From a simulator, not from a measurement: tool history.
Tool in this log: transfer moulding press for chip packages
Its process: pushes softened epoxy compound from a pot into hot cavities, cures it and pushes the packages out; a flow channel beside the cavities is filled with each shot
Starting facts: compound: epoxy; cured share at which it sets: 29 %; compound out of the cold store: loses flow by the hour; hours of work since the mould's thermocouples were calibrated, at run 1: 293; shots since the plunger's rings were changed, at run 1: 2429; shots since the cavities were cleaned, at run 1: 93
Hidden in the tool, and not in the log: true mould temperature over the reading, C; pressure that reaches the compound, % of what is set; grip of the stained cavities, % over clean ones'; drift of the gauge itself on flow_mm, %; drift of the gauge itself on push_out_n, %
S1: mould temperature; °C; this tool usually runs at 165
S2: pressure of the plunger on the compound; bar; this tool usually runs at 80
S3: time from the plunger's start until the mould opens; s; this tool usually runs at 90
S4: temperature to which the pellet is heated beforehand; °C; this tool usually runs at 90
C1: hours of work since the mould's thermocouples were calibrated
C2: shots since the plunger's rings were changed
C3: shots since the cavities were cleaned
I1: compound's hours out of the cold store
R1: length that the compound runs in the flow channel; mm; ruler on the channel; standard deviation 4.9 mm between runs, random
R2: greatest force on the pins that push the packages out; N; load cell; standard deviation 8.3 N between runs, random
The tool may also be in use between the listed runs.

run 1 day=0 | S1=165 S2=80 S3=90 S4=90 | C1=293 C2=2429 C3=93 | I1=32.3 | R1=793 R2=433
run 2 day=0.412 | S1=165 S2=77.4 S3=90 S4=90 | C1=300 C2=2567 C3=231 | I1=20.6 | R1=835 R2=486
run 3 day=0.825 | S1=165 S2=77.4 S3=90 S4=85 | C1=308 C2=2706 C3=370 | I1=43 | R1=728 R2=529
run 4 day=1.108 | S1=165 S2=77.4 S3=90 S4=85 | C1=313 C2=2801 C3=465 | I1=18 | R1=845 R2=621
run 5 day=1.412 | S1=165 S2=77.4 S3=90 S4=85 | C1=318 C2=2903 C3=567 | I1=22.9 | R1=824 R2=638
run 6 day=1.654 | S1=165 S2=77.4 S3=90 S4=85 | C1=323 C2=2984 C3=648 | I1=17.8 | R1=852 R2=659
run 7 day=2.108 | S1=165 S2=80 S3=90 S4=90 | C1=331 C2=3136 C3=800 | I1=24.7 | R1=822 R2=641
-- day=2.233 mould's thermocouples calibrated
run 8 day=2.483 | S1=165 S2=80 S3=90 S4=90 | C1=5 C2=3233 C3=897 | I1=19 | R1=857 R2=682
-- day=2.862 cavities cleaned with cleaning compound and waxed
run 9 day=2.862 | S1=165 S2=80 S3=90 S4=90 | C1=10 C2=3340 C3=1 | I1=23.6 | R1=816 R2=413
run 10 day=3.246 | S1=165 S2=80 S3=90 S4=90 | C1=17 C2=3468 C3=129 | I1=21.8 | R1=831 R2=473
run 11 day=3.675 | S1=165 S2=92.3 S3=90 S4=90 | C1=25 C2=3612 C3=273 | I1=44.8 | R1=765 R2=507
-- day=4.183 plunger's sealing rings changed
run 12 day=4.204 | S1=162 S2=80 S3=86 S4=90 | C1=33 C2=8 C3=416 | I1=27.9 | R1=880 R2=805
run 13 day=4.571 | S1=162 S2=80 S3=86 S4=90 | C1=39 C2=129 C3=537 | I1=28.4 | R1=863 R2=858
run 14 day=4.875 | S1=162 S2=80 S3=86 S4=90 | C1=45 C2=232 C3=640 | I1=27.5 | R1=873 R2=874
-- day=5.054 mould's thermocouples calibrated, once more
run 15 day=5.258 | S1=162 S2=80 S3=86 S4=90 | C1=4 C2=332 C3=740 | I1=45.3 | R1=766 R2=738
run 16 day=5.592 | S1=162 S2=80 S3=86 S4=90 | C1=10 C2=444 C3=852 | I1=19.6 | R1=909 R2=884
run 17 day=5.879 | S1=170 S2=80 S3=86 S4=94 | C1=15 C2=540 C3=948 | I1=27.8 | R1=826 R2=505

For run 18, what comes out?
-- day=6.092 cavities cleaned with cleaning compound and waxed
run 18 day=6.175 | S1=170 S2=80 S3=86 S4=94 | C1=19 C2=619 C3=28 | I1=21.6 | R1=? R2=?

{"run 18": {"R1": 855, "R2": 323}}
Take away the tool's hidden state, keep the run-to-run variation as it was, and the same run would have given R1 866 mm, R2 301 N.
